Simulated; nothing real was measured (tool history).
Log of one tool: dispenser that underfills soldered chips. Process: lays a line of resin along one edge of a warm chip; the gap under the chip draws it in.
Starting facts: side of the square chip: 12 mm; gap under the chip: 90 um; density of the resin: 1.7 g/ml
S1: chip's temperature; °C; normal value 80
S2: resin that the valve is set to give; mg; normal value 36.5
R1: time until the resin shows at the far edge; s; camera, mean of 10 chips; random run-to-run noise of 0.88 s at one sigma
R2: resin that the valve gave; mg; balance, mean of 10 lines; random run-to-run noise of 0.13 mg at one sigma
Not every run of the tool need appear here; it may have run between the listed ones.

| run | hour | S1 | S2 | R1 | R2 |
|---|---|---|---|---|---|
| 1 | 0 | 80 | 36.5 | 105 | 36.2 |
|  | 5 | new syringe of resin |
| 2 | 6.7 | 80 | 36.5 | 87.4 | 36.12 |
| 3 | 11.7 | 80 | 36.5 | 98.6 | 35.91 |
| 4 | 14.9 | 80 | 36.5 | 108.9 | 36.1 |
|  | 18.5 | new syringe of resin |
| 5 | 21.4 | 80 | 36.5 | 88.3 | 35.89 |
| 6 | 26.2 | 80 | 36.5 | 102 | 35.89 |
| 7 | 29.8 | 89 | 34.4 | 77.5 | 33.72 |
|  | 31.8 | new syringe of resin |
| 8 | 36.8 | 66 | 32.8 | 182.6 | 32.07 |

Predict the results of run 9:
| 9 | 42 | 80 | 33.3 | ? | ? |

R1: 111.1 s
R2: 32.25 mg
Had the tool carried no hidden state, the very same run would have given R1 84.6 s, R2 33.18 mg.
